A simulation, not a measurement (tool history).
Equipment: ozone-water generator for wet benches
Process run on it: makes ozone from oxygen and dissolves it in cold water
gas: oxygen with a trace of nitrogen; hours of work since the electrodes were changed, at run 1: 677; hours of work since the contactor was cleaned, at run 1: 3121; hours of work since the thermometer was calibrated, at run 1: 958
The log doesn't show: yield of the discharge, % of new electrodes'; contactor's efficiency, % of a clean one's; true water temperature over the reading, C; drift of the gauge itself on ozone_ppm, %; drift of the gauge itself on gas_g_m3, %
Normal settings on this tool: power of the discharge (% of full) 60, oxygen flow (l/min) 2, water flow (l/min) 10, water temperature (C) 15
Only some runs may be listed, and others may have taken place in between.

| run | hour | power of the discharge (% of full) | oxygen flow (l/min) | water flow (l/min) | water temperature (C) | hours of work since the electrodes were changed | hours of work since the contactor was cleaned | hours of work since the thermometer was calibrated | dissolved ozone (ppm) | ozone in the gas ahead of the water (g/m3) |
|---|---|---|---|---|---|---|---|---|---|---|
| 1 | 0 | 60 | 2 | 10 | 15 | 677 | 3121 | 958 | 16.2 | 219.1 |
| 2 | 17.9 | 60 | 2 | 10 | 15 | 693 | 3137 | 974 | 15.9 | 221.1 |
| 3 | 38.7 | 97 | 2 | 10 | 15 | 712 | 3156 | 992 | 22.9 | 320.6 |
| 4 | 69.6 | 97 | 2 | 10 | 15 | 739 | 3183 | 1020 | 22.9 | 320.7 |
| 5 | 86.3 | 60 | 2 | 10 | 15 | 754 | 3198 | 1035 | 15.9 | 220.5 |
| 6 | 108.8 | 60 | 2 | 7 | 15 | 774 | 3218 | 1055 | 21.5 | 220.6 |
| 7 | 130.1 | 60 | 2 | 7 | 15 | 793 | 3237 | 1074 | 21.4 | 222.1 |
| 8 | 151.4 | 60 | 2 | 7 | 15 | 812 | 3256 | 1093 | 21.4 | 222.4 |
| 9 | 167.7 | 60 | 2 | 7 | 15 | 827 | 3271 | 1107 | 21.4 | 221.3 |
| 10 | 195.5 | 60 | 1.25 | 10 | 15 | 851 | 3295 | 1132 | 15.2 | 295.8 |
| 11 | 215.2 | 60 | 1.25 | 10 | 15 | 869 | 3313 | 1149 | 15.2 | 294.4 |
| 12 | 246 | 87 | 2 | 10 | 15 | 896 | 3340 | 1177 | 21.3 | 296.7 |
| 13 | 274.8 | 60 | 2 | 10 | 15 | 922 | 3366 | 1202 | 15.9 | 224.4 |
| 14 | 289.9 | 60 | 2 | 10 | 15 | 935 | 3379 | 1216 | 15.9 | 224 |
| 15 | 303.5 | 60 | 2 | 8 | 15 | 947 | 3391 | 1228 | 19.1 | 223 |
| 16 | 331.1 | 60 | 2 | 8 | 15 | 972 | 3416 | 1252 | 19.1 | 223.6 |
| 17 | 359 | 60 | 2 | 8 | 15 | 997 | 3441 | 1277 | 19.2 | 221.8 |
| 18 | 384.4 | 54 | 1.08 | 6 | 18 | 1019 | 3463 | 1300 | 21.4 | 295.8 |
| 19 | 413.2 | 54 | 1.74 | 6 | 15 | 1045 | 3489 | 1325 | 21.9 | 225.7 |
| 20 | 430.9 | 54 | 1.74 | 6 | 15 | 1061 | 3505 | 1341 | 22.2 | 223.5 |
| 21 | 461 | 60 | 3.47 | 10 | 11 | 1087 | 3532 | 1368 | 16.8 | 162.1 |
| 22 | 488.5 | 60 | 1.58 | 10 | 22 | 1112 | 3556 | 1392 | 14.6 | 257.6 |
| 23 | 512 | 43 | 2 | 10 | 11 | 1133 | 3577 | 1413 | 13 | 174.9 |
| 24 | 526.3 | 95 | 2.55 | 7 | 20 | 1146 | 3590 | 1426 | 27.3 | 276.6 |
| 25 | 546.4 | 95 | 1.88 | 7 | 20 | 1163 | 3608 | 1444 | 28.1 | 330.2 |
| 26 | 575 | 60 | 1.4 | 10 | 15 | 1189 | 3633 | 1469 | 15.6 | 278.6 |
| 27 | 597.7 | 60 | 1.4 | 10 | 15 | 1209 | 3653 | 1490 | 15.3 | 279.5 |
| 28 | 624.3 | 60 | 1.05 | 7 | 8 | 1233 | 3677 | 1513 | 22.1 | 331.8 |
| 29 | 655.4 | 60 | 1.05 | 7 | 8 | 1260 | 3704 | 1541 | 21.9 | 330.3 |
| 30 | 670.2 | 60 | 1.58 | 7 | 22 | 1274 | 3718 | 1554 | 19.5 | 260 |
| 31 | 694.4 | 60 | 2.75 | 15 | 19 | 1295 | 3739 | 1576 | 10.9 | 185.9 |
| 32 | 726.8 | 69 | 3.27 | 10 | 15 | 1324 | 3768 | 1604 | 17.5 | 189 |
| 33 | 755.9 | 60 | 1.29 | 10 | 15 | 1350 | 3794 | 1630 | 15.2 | 292.5 |

Subtracting, for every run, the result it would have given without the tool's unlogged condition from the measured result gives the following. The same run-to-run variation enters both numbers; the gauge's scatter may not:
| run | ozone in the gas ahead of the water (g/m3) |
|---|---|
| 1 | -0.1 |
| 2 | +0 |
| 3 | +0.2 |
| 4 | +0.5 |
| 5 | +0.5 |
| 6 | +0.7 |
| 7 | +0.9 |
| 8 | +1 |
| 9 | +1.1 |
| 10 | +1.7 |
| 11 | +1.9 |
| 12 | +2.1 |
| 13 | +1.8 |
| 14 | +1.9 |
| 15 | +2 |
| 16 | +2.2 |
| 17 | +2.4 |
| 18 | +3.5 |
| 19 | +2.8 |
| 20 | +3 |
| 21 | +2.3 |
| 22 | +3.8 |
| 23 | +2.8 |
| 24 | +4.4 |
| 25 | +5.5 |
| 26 | +4.9 |
| 27 | +5.1 |
| 28 | +6.3 |
| 29 | +6.6 |
| 30 | +5.3 |
| 31 | +4 |
| 32 | +4.2 |
| 33 | +6.7 |
dissolved ozone (ppm): within 0.1 of the measured result in every run.
